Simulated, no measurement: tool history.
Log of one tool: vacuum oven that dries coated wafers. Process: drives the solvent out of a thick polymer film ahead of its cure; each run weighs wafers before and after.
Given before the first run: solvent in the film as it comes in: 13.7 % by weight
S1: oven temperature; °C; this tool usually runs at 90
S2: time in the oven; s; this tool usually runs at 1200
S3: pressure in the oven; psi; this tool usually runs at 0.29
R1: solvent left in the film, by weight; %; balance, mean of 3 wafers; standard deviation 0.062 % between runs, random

run   hour   S1    S2     S3    R1
  1      0   90  1200   0.29   3.6
  2   23.4   97  1200   0.29   2.2
  3     68   97  1200   0.29   2.2
  4  114.1   97  1200   0.29  2.14
  5  159.8   97  1200   0.29  2.15
  6  196.8   97  1200   0.29  2.14
  7  234.9   90  1320   0.29  3.28
  8  264.3   84  1200   0.29  5.15
  9    303   84  1200   0.29  5.25
     339.9  -- oven's thermocouples calibrated
 10  356.3   90   780   0.29  5.01
 11  403.1   90  1200   0.29  3.57
 12    430   95  1200   0.29  2.53
 13  452.8   90  1200   0.29  3.63
 14  474.9   90  1200   0.29  3.57
 15  523.2   90   660   0.29  5.66
 16  553.7   90   660   0.29  5.65
 17  578.1   78  1200   0.29  6.87
 18  616.4   78  1200   0.29  6.98
 19  648.4   78  1200   0.29  6.93
 20  683.7   78  1200   0.29   6.8
 21  713.8   89  1200   0.29  3.93
 22  741.3   89  1200   0.29  3.97
 23    787   90   600  0.693  7.59
 24  810.5   90   600  0.693  7.49
 25  860.9   90   600  0.693  7.58
 26  905.9  100   600  0.885  5.47
 27  935.8   96   600  0.571  5.54
 28  961.3   90  1200  0.216  3.23

Predict the results of run 29:
 29  983.3  91  660  0.216   ?

Run 29 produced R1 5.04 %.
On a tool with no hidden condition, and with the same random variation, this run would have come out at R1 5.03 %.

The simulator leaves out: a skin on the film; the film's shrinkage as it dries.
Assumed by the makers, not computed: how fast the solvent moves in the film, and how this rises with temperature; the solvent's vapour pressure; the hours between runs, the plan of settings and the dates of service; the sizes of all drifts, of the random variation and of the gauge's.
